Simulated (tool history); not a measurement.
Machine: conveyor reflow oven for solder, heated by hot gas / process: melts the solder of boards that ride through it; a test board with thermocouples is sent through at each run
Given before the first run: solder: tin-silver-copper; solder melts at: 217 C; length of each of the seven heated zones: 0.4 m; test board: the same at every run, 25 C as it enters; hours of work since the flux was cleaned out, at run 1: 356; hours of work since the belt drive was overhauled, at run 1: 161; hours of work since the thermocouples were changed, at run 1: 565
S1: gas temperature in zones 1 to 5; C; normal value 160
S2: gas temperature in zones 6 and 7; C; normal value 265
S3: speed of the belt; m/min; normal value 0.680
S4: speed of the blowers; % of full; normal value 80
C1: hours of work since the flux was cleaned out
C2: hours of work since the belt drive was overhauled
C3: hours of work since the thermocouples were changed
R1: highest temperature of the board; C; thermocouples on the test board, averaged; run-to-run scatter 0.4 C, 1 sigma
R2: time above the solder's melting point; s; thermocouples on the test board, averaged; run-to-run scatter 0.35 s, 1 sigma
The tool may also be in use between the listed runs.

run 1 hour=0.0 | S1=160 S2=265 S3=0.680 S4=80 | C1=356 C2=161 C3=565 | R1=248.9 R2=47.6
run 2 hour=11.3 | S1=160 S2=265 S3=0.680 S4=80 | C1=364 C2=169 C3=573 | R1=249.4 R2=47.0
run 3 hour=21.2 | S1=160 S2=265 S3=0.680 S4=66 | C1=371 C2=176 C3=580 | R1=247.5 R2=45.5
run 4 hour=30.8 | S1=160 S2=265 S3=0.680 S4=66 | C1=378 C2=183 C3=586 | R1=246.5 R2=45.3
run 5 hour=36.9 | S1=160 S2=265 S3=0.680 S4=72 | C1=382 C2=187 C3=591 | R1=247.8 R2=46.0
run 6 hour=50.2 | S1=160 S2=265 S3=0.680 S4=72 | C1=391 C2=196 C3=600 | R1=247.5 R2=46.3
run 7 hour=56.3 | S1=160 S2=265 S3=0.680 S4=72 | C1=395 C2=200 C3=604 | R1=247.5 R2=46.8
run 8 hour=65.4 | S1=160 S2=265 S3=0.680 S4=72 | C1=402 C2=207 C3=611 | R1=247.6 R2=46.1
run 9 hour=79.0 | S1=160 S2=265 S3=0.680 S4=72 | C1=411 C2=216 C3=620 | R1=247.7 R2=45.8
run 10 hour=90.7 | S1=160 S2=265 S3=0.680 S4=80 | C1=420 C2=225 C3=628 | R1=248.0 R2=47.2
run 11 hour=101.1 | S1=160 S2=265 S3=0.680 S4=80 | C1=427 C2=232 C3=636 | R1=248.1 R2=47.1
run 12 hour=112.3 | S1=160 S2=265 S3=0.680 S4=80 | C1=435 C2=240 C3=644 | R1=249.3 R2=47.1
run 13 hour=120.0 | S1=160 S2=265 S3=0.680 S4=80 | C1=440 C2=245 C3=649 | R1=248.7 R2=46.7
run 14 hour=134.5 | S1=160 S2=265 S3=0.680 S4=80 | C1=450 C2=255 C3=659 | R1=248.5 R2=46.9
run 15 hour=145.2 | S1=160 S2=265 S3=0.680 S4=80 | C1=458 C2=263 C3=667 | R1=248.4 R2=46.7
run 16 hour=154.8 | S1=160 S2=265 S3=0.680 S4=52 | C1=464 C2=270 C3=673 | R1=244.3 R2=41.9
run 17 hour=169.6 | S1=160 S2=265 S3=0.680 S4=52 | C1=475 C2=280 C3=684 | R1=243.6 R2=41.0
run 18 hour=180.2 | S1=160 S2=265 S3=0.680 S4=52 | C1=482 C2=287 C3=691 | R1=243.6 R2=41.8
-- hour=193.3 flux residue cleaned out of gas plates and filters
run 19 hour=199.1 | S1=160 S2=265 S3=0.551 S4=52 | C1=4 C2=297 C3=701 | R1=254.4 R2=65.4
run 20 hour=207.9 | S1=165 S2=259 S3=0.639 S4=60 | C1=10 C2=303 C3=707 | R1=246.3 R2=51.2
run 21 hour=222.2 | S1=160 S2=256 S3=0.760 S4=80 | C1=20 C2=313 C3=717 | R1=240.7 R2=36.7
run 22 hour=235.8 | S1=171 S2=265 S3=0.559 S4=80 | C1=30 C2=323 C3=727 | R1=257.7 R2=70.2
run 23 hour=250.1 | S1=171 S2=265 S3=0.559 S4=80 | C1=40 C2=333 C3=737 | R1=257.7 R2=71.3
run 24 hour=261.5 | S1=171 S2=265 S3=0.559 S4=80 | C1=48 C2=341 C3=745 | R1=257.3 R2=70.5
run 25 hour=270.2 | S1=171 S2=265 S3=0.680 S4=54 | C1=54 C2=347 C3=751 | R1=250.1 R2=50.8
run 26 hour=283.6 | S1=171 S2=265 S3=0.680 S4=54 | C1=63 C2=356 C3=760 | R1=250.1 R2=51.3
run 27 hour=291.4 | S1=158 S2=265 S3=0.645 S4=80 | C1=69 C2=362 C3=766 | R1=253.0 R2=54.0
run 28 hour=301.0 | S1=158 S2=265 S3=0.645 S4=80 | C1=76 C2=369 C3=772 | R1=252.7 R2=54.1
-- hour=314.3 thermocouples of zones 6 and 7 changed
run 29 hour=317.4 | S1=171 S2=268 S3=0.765 S4=80 | C1=86 C2=379 C3=2 | R1=251.9 R2=47.1
run 30 hour=326.6 | S1=155 S2=265 S3=0.712 S4=80 | C1=92 C2=385 C3=9 | R1=249.7 R2=44.7

For run 31, what comes out?
run 31 hour=340.5 | S1=170 S2=259 S3=0.680 S4=80 | C1=102 C2=395 C3=18 | R1=? R2=?

Run 31 measured R1 247.7 C, R2 50.6 s.
Were there no unlogged condition in the tool, this run, its random variation unchanged, would have produced R1 248.8 C, R2 51.2 s.
